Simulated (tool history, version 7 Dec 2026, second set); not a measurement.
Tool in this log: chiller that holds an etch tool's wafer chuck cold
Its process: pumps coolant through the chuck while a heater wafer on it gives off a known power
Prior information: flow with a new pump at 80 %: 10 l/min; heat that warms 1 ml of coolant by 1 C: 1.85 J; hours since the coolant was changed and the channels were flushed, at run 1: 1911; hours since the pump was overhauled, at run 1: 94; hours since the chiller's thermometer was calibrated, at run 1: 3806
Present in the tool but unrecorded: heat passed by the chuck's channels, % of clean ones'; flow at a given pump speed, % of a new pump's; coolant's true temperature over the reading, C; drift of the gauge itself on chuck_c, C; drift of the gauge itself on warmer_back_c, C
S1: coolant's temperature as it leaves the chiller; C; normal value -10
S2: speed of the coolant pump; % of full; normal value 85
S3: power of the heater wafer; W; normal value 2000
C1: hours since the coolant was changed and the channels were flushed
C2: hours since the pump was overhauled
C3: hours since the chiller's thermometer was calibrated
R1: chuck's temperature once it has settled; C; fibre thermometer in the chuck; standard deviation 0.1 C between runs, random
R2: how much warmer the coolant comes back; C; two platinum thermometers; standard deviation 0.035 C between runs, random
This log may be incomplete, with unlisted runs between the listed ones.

run     day   S1  S2    S3    C1   C2    C3    R1    R2
  1       0  -10  85  2000  1911   94  3806  11.9  6.11
  2   1.188  -12  85  2000  1939  123  3834   9.9  6.01
  3   2.858  -12  85  2000  1979  163  3874   9.9  6.07
  4   5.146  -12  85  2000  2034  218  3929   9.8  6.14
  5   6.867  -12  85  2000  2075  259  3971   9.8  6.09
  6   8.588  -12  67  2000  2117  301  4012  13.8  8.04
  7  10.675   -6  70  2000  2167  351  4062  18.9  7.67
  8  12.088  -18  70  2000  2201  384  4096   6.9  7.68
  9  14.462  -18  70  2000  2258  441  4153   6.9  7.65
 10  16.396   -3  87  1880  2304  488  4199  17.3  5.69

A few steps of R2 between consecutive runs. Split each: what settings, incoming material and random variation would produce without the hidden state, and what is left over for the hidden state, along with gauge scatter present in only one of the two compared results (measured, and without hidden state):
Run 3 -> 4: nothing adjusted, nothing logged. R2 +0.07 C: hidden state +0.03, all else +0.04.
Run 9 -> 10: S1 -18 -> -3, S2 70 -> 87, S3 2000 -> 1880. R2 -1.96 C: hidden state +0.03, all else -1.99.
